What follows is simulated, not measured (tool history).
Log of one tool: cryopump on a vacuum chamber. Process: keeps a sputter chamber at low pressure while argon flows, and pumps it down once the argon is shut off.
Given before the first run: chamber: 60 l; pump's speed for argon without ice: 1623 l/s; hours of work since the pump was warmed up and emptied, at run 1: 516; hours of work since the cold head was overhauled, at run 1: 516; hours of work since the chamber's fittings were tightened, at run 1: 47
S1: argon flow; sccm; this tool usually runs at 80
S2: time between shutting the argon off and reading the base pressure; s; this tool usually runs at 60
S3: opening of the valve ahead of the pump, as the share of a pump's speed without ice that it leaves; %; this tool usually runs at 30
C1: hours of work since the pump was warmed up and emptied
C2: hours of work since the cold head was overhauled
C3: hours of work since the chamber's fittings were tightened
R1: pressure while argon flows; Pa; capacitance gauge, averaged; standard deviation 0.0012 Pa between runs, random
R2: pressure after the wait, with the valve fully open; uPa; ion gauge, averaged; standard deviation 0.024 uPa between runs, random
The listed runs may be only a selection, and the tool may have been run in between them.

run	hour	S1	S2	S3	C1	C2	C3	R1	R2
1	0	80	60	30	516	516	47	0.2883	0.97
2	13.1	80	60	30	522	522	53	0.2878	1.02
3	39	80	60	30	534	534	65	0.2861	0.99
4	61.2	80	60	30	544	544	75	0.2884	1.09
5	80.5	80	293	30	553	553	84	0.2876	0.52
6	107.6	80	26	30	566	566	97	0.2902	2.03
7	120.5	80	26	30	572	572	103	0.2897	2.08
8	145.5	80	61	30	583	583	114	0.2904	1.11
9	167.5	80	61	30	593	593	125	0.2908	1.14
10	188.5	36	61	30	603	603	134	0.1301	1.1
11	214.5	47	60	30	615	615	146	0.1721	1.14
12	239.1	80	60	30	627	627	158	0.2927	1.19
13	255.4	80	60	30	634	634	165	0.2912	1.21
14	280	80	212	30	645	645	177	0.2888	0.77
15	308.2	80	212	30	659	659	190	0.2907	0.75
16	325.4	101	60	30	667	667	198	0.3694	1.26
17	342.2	101	60	30	674	674	206	0.3677	1.31
18	367.7	59	102	30	686	686	217	0.2139	1
19	386.3	32	54	30	695	695	226	0.1167	1.37
20	412.8	32	54	30	707	707	238	0.117	1.45
21	433.4	32	54	30	717	717	248	0.1173	1.45
22	456.3	32	60	25	727	727	258	0.138	1.4
23	468.7	32	60	25	733	733	264	0.1398	1.4
24	484.5	32	60	25	740	740	272	0.1393	1.43
25	498.8	80	24	18	747	747	278	0.4798	2.43
26	525.2	80	98	18	759	759	290	0.4796	1.13
27	543.3	80	98	18	768	768	299	0.4773	1.21
28	556.8	80	98	18	774	774	305	0.4801	1.21
29	574.9	52	96	48	782	782	313	0.1237	1.18
30	588	80	23	30	788	788	320	0.2959	2.55
31	611.3	80	23	30	799	799	330	0.2959	2.61
32	631	97	73	25	808	808	339	0.4212	1.42
33	650.4	74	60	30	817	817	348	0.2731	1.47
34	677.3	74	60	30	830	830	361	0.2737	1.59

How would selected steps in R1 from run to run divide? Give the signed amount a tool lacking its hidden state would still show from settings, what came in and random variation, and the signed amount left for the hidden state, including any gauge scatter that is not in both of the compared results.
Hidden conditions of the tool in this case: pump's speed, % of a pump's without ice; cold plate's temperature, K; leak into the chamber, uPa l/s; drift of the gauge itself on working_pa, %; drift of the gauge itself on base_upa, %.
Run 9 -> 10: S1 80 -> 36. R1 -0.1607 Pa: hidden state -0.0068, all else -0.1539.
Run 17 -> 18: S1 101 -> 59, S2 60 -> 102. R1 -0.1538 Pa: hidden state -0.0072, all else -0.1466.
Run 24 -> 25: S1 32 -> 80, S2 60 -> 24, S3 25 -> 18. R1 +0.3405 Pa: hidden state +0.0095, all else +0.331.
Run 28 -> 29: S1 80 -> 52, S2 98 -> 96, S3 18 -> 48. R1 -0.3564 Pa: hidden state -0.0056, all else -0.3508.
Run 29 -> 30: S1 52 -> 80, S2 96 -> 23, S3 48 -> 30. R1 +0.1722 Pa: hidden state +0.006, all else +0.1662.
